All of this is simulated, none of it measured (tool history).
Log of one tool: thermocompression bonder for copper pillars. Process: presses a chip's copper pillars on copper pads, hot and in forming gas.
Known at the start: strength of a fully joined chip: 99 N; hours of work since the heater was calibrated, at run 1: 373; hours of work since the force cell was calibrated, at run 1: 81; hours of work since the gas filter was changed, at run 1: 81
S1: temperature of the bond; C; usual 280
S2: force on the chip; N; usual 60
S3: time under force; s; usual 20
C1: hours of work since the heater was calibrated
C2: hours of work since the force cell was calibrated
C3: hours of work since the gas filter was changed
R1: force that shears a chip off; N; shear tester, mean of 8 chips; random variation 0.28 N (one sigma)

{"run": 1, "hour": 0.0, "S1": 280, "S2": 60, "S3": 20, "C1": 373, "C2": 81, "C3": 81, "R1": 44.3}
{"run": 2, "hour": 29.8, "S1": 280, "S2": 60, "S3": 20, "C1": 386, "C2": 95, "C3": 95, "R1": 44.6}
{"run": 3, "hour": 55.1, "S1": 280, "S2": 60, "S3": 20, "C1": 398, "C2": 106, "C3": 106, "R1": 44.4}
{"run": 4, "hour": 75.5, "S1": 280, "S2": 59, "S3": 20, "C1": 407, "C2": 115, "C3": 115, "R1": 44}
{"run": 5, "hour": 106.3, "S1": 280, "S2": 59, "S3": 20, "C1": 421, "C2": 129, "C3": 129, "R1": 44.1}
{"run": 6, "hour": 140.0, "S1": 280, "S2": 59, "S3": 20, "C1": 436, "C2": 144, "C3": 144, "R1": 44.4}
{"run": 7, "hour": 170.4, "S1": 280, "S2": 59, "S3": 20, "C1": 449, "C2": 158, "C3": 158, "R1": 44.4}
{"run": 8, "hour": 203.8, "S1": 280, "S2": 59, "S3": 20, "C1": 464, "C2": 173, "C3": 173, "R1": 43.9}
{"hour": 218.0, "done": "forming gas filter changed"}
{"run": 9, "hour": 226.1, "S1": 280, "S2": 59, "S3": 20, "C1": 474, "C2": 182, "C3": 4, "R1": 44.4}
{"run": 10, "hour": 257.9, "S1": 300, "S2": 39, "S3": 43, "C1": 488, "C2": 197, "C3": 18, "R1": 58.3}
{"run": 11, "hour": 281.6, "S1": 263, "S2": 69, "S3": 23, "C1": 499, "C2": 207, "C3": 28, "R1": 41.7}
{"run": 12, "hour": 306.1, "S1": 263, "S2": 69, "S3": 23, "C1": 510, "C2": 218, "C3": 39, "R1": 41.3}
{"run": 13, "hour": 343.6, "S1": 264, "S2": 69, "S3": 38, "C1": 526, "C2": 235, "C3": 56, "R1": 49}
{"run": 14, "hour": 377.6, "S1": 264, "S2": 69, "S3": 38, "C1": 542, "C2": 250, "C3": 71, "R1": 49.8}
{"hour": 416.8, "done": "heater calibrated with a thermocouple chip"}
{"run": 15, "hour": 416.8, "S1": 280, "S2": 59, "S3": 20, "C1": 0, "C2": 267, "C3": 88, "R1": 43.9}

3 ways to go on from here, each from the tool as it stands after run 15. What would each give?
{"run": "A", "hour": 453.9, "S1": 280, "S2": 59, "S3": 14, "C1": 17, "C2": 283, "C3": 105, "R1": "?"}
{"run": "B", "hour": 453.9, "S1": 294, "S2": 75, "S3": 20, "C1": 17, "C2": 283, "C3": 105, "R1": "?"}
{"run": "C", "hour": 453.9, "S1": 303, "S2": 44, "S3": 20, "C1": 17, "C2": 283, "C3": 105, "R1": "?"}

run=A R1=38.4
run=B R1=56.6
run=C R1=49.1
Without the tool's hidden state the same runs would have given:
run=A R1=38.5
run=B R1=56.7
run=C R1=49.2
